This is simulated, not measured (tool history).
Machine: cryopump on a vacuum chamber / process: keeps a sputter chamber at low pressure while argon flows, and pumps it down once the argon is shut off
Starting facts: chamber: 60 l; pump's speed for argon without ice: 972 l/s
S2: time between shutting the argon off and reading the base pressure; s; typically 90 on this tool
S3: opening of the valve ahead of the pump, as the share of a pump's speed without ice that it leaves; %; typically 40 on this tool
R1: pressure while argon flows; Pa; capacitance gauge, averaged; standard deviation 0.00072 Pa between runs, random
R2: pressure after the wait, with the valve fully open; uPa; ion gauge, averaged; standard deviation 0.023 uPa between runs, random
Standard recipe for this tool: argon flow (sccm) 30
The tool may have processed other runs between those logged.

Run 1, day 0: usual settings. Result: R1 0.1398 Pa, R2 1.11 uPa.
Run 2, day 0.779: usual settings. Result: R1 0.1401 Pa, R2 1.13 uPa.
Run 3, day 2.154: usual settings. Result: R1 0.141 Pa, R2 1.11 uPa.
Run 4, day 2.904: usual settings. Result: R1 0.1424 Pa, R2 1.14 uPa.
Run 5, day 3.562: usual settings. Result: R1 0.1418 Pa, R2 1.14 uPa.
Run 6, day 4.654: usual settings. Result: R1 0.142 Pa, R2 1.18 uPa.
Run 7, day 5.846: usual settings. Result: R1 0.1431 Pa, R2 1.2 uPa.
At day 6.596: pump warmed up, emptied and cooled again.
Run 8, day 7.1: usual settings. Result: R1 0.13 Pa, R2 1.07 uPa.
Run 9, day 7.946: usual settings. Result: R1 0.1311 Pa, R2 1.16 uPa.
Run 10, day 8.683: usual settings but argon flow (sccm) 32, S2 87 s, S3 56 %. Result: R1 0.1003 Pa, R2 1.15 uPa.
Run 11, day 9.792: usual settings but argon flow (sccm) 32, S2 87 s, S3 56 %. Result: R1 0.1003 Pa, R2 1.15 uPa.

3 options for the next run, each taken on its own from the tool as it stands now. Forecast them:
Run A, day 11.017: usual settings but argon flow (sccm) 45, S2 133 s, S3 50 %. Result: R1 ?, R2 ?.
Run B, day 11.017: usual settings but argon flow (sccm) 36, S2 105 s. Result: R1 ?, R2 ?.
Run C, day 11.017: usual settings but argon flow (sccm) 21, S2 269 s, S3 50 %. Result: R1 ?, R2 ?.

run      R1    R2
  A  0.1599  1.03
  B  0.1592  1.06
  C  0.0738  0.87
Without the tool's unlogged condition, the same runs would have read:
run      R1    R2
  A  0.1569  0.61
  B  0.1568  0.65
  C  0.0724  0.45
